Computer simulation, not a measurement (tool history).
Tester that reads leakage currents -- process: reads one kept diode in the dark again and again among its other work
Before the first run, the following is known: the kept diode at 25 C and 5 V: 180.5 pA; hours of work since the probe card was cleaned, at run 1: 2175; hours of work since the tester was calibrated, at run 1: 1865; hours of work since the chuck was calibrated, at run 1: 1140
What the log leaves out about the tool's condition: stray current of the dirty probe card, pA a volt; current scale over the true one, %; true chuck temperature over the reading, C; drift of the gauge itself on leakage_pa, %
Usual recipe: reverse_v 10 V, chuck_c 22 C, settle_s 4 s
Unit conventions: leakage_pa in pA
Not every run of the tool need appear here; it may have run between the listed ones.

run    hour  reverse_v  chuck_c  settle_s  hours of work since the probe card was cleaned  hours of work since the tester was calibrated  hours of work since the chuck was calibrated  leakage_pa
  1       0         10       22         4                                            2175                                           1865                                          1140      208.16
  2    78.4         10       38         4                                            2230                                           1920                                          1195      749.84
  3   174.5         10       38         4                                            2298                                           1987                                          1262      749.56
  4     313         10       38         4                                            2394                                           2084                                          1359      747.78
  5   433.2         10       22         4                                            2479                                           2168                                          1443      210.27
  6   507.2         10       22         4                                            2530                                           2220                                          1495      209.88
  7     672         10       22         4                                            2646                                           2335                                          1610      210.97
  8   752.6         10       22         4                                            2702                                           2392                                          1667      210.37
  9   830.6         10       22         4                                            2757                                           2446                                          1721      210.59
 10   989.1         10       22         4                                            2867                                           2557                                          1832      211.81
     1083.9  -- probe card cleaned and baked
 11    1129         10       22         4                                              32                                           2653                                          1928      182.86
     1156.4  -- chuck's temperature calibrated
 12  1250.6         10       22       3.2                                             115                                           2737                                            66      181.85
 13  1381.9         10       22       3.2                                             207                                           2829                                           158       182.2
 14  1490.4          2       21         4                                             283                                           2904                                           234        76.4
 15  1625.2        1.2       32         4                                             377                                           2999                                           328      154.57
 16  1717.7        1.1       32         4                                             442                                           3064                                           393      147.47
 17  1874.9        1.1       32         4                                             552                                           3174                                           503      147.76
     1916.7  -- tester calibrated
     1955.9  -- chuck's temperature calibrated, once more
 18  1968.4       13.7       28      0.74                                             615                                             35                                             9      387.59

Run 19, settings as shown, results not yet in. Your forecast:
 19  2036.9        2.2       35      0.33                                             663                                             83                                            57           ?

{"run 19": {"leakage_pa": 284.09}}
Without the tool's hidden state the same run would have given leakage_pa 285.12 pA.
